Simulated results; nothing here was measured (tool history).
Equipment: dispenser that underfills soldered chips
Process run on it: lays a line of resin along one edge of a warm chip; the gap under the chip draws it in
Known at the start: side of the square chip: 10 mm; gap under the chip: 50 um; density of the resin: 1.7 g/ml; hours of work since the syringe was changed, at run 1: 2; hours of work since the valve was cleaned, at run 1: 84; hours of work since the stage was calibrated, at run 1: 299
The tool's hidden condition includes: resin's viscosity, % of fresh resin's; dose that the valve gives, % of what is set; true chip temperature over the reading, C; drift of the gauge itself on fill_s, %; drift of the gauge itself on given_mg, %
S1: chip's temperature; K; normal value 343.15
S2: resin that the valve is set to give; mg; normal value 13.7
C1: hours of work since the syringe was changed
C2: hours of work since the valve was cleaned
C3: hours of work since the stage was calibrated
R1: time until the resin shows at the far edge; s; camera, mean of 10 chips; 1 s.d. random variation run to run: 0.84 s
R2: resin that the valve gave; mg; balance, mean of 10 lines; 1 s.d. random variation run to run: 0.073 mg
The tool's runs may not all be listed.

run,hour,S1,S2,C1,C2,C3,R1,R2
1,0.0,343.15,13.7,2,84,299,87.7,12.90
# hour 6.8: new syringe of resin
2,12.1,343.15,12.6,3,92,306,91.1,11.83
# hour 17.6: new syringe of resin
3,23.0,343.15,16.3,3,98,313,92.5,15.16
# hour 28.1: new syringe of resin
# hour 39.0: new syringe of resin
4,39.0,343.15,12.0,0,108,323,79.6,11.05
# hour 50.2: new syringe of resin
5,51.4,343.15,12.0,1,116,330,80.9,11.16
# hour 58.5: dispensing valve cleaned and set on the balance
# hour 61.4: new syringe of resin
6,66.4,343.15,12.0,3,5,339,94.0,11.88
# hour 71.4: new syringe of resin
7,77.2,343.15,12.0,4,11,345,94.4,11.88
# hour 82.2: new syringe of resin
# hour 92.7: new syringe of resin
8,94.4,343.15,12.0,1,22,355,83.8,11.74
# hour 102.8: new syringe of resin
9,108.7,343.15,12.0,4,30,364,95.9,11.72
# hour 113.4: new syringe of resin
10,119.4,335.15,13.7,4,37,371,128.8,13.31
# hour 123.5: new syringe of resin
11,130.0,335.15,13.7,4,43,377,131.9,13.33
# hour 134.6: new syringe of resin
# hour 145.6: new syringe of resin
12,146.7,343.15,13.7,1,53,387,79.8,13.17
13,154.2,335.15,12.1,5,58,392,143.8,11.65
# hour 156.9: new syringe of resin
# hour 167.3: new syringe of resin
14,171.7,345.15,14.9,3,68,402,81.1,14.12
# hour 178.5: new syringe of resin
15,180.9,333.15,16.3,2,74,408,121.9,15.43
# hour 188.9: new syringe of resin
16,192.3,338.15,15.9,2,81,415,103.5,14.96
# hour 199.1: new syringe of resin
17,204.1,343.15,16.0,3,88,422,90.7,15.03
# hour 209.1: new syringe of resin
18,214.0,343.15,16.0,3,94,428,89.0,14.98
# hour 219.6: new syringe of resin
19,221.9,334.15,13.8,1,99,433,120.9,12.91
# hour 230.6: new syringe of resin
20,239.0,334.15,13.8,5,109,443,148.9,12.72
# hour 242.0: new syringe of resin
# hour 252.0: new syringe of resin
21,253.7,356.15,15.6,1,118,452,49.7,14.37
# hour 257.2: dispensing valve cleaned and set on the balance
# hour 263.3: new syringe of resin
22,268.1,356.15,13.9,3,7,460,54.6,13.79
# hour 273.8: new syringe of resin
23,276.4,356.15,13.9,2,12,465,50.7,13.73
# hour 284.2: new syringe of resin
24,289.7,339.15,12.3,3,20,473,109.5,12.08

Each row is a separate what-if for the run after 24, all from the same tool condition, not one after another. Results?
# hour 295.1: new syringe of resin
A,300.6,353.15,16.7,3,26,480,?,?
# hour 295.1: new syringe of resin
B,300.6,339.15,16.2,3,26,480,?,?
# hour 295.1: new syringe of resin
C,300.6,343.15,17.5,3,26,480,?,?

run,R1,R2
A,61.4,16.35
B,107.8,15.84
C,91.0,17.03
With no hidden state in the tool, these same runs would have given:
run,R1,R2
A,52.2,16.64
B,92.0,16.12
C,77.7,17.34

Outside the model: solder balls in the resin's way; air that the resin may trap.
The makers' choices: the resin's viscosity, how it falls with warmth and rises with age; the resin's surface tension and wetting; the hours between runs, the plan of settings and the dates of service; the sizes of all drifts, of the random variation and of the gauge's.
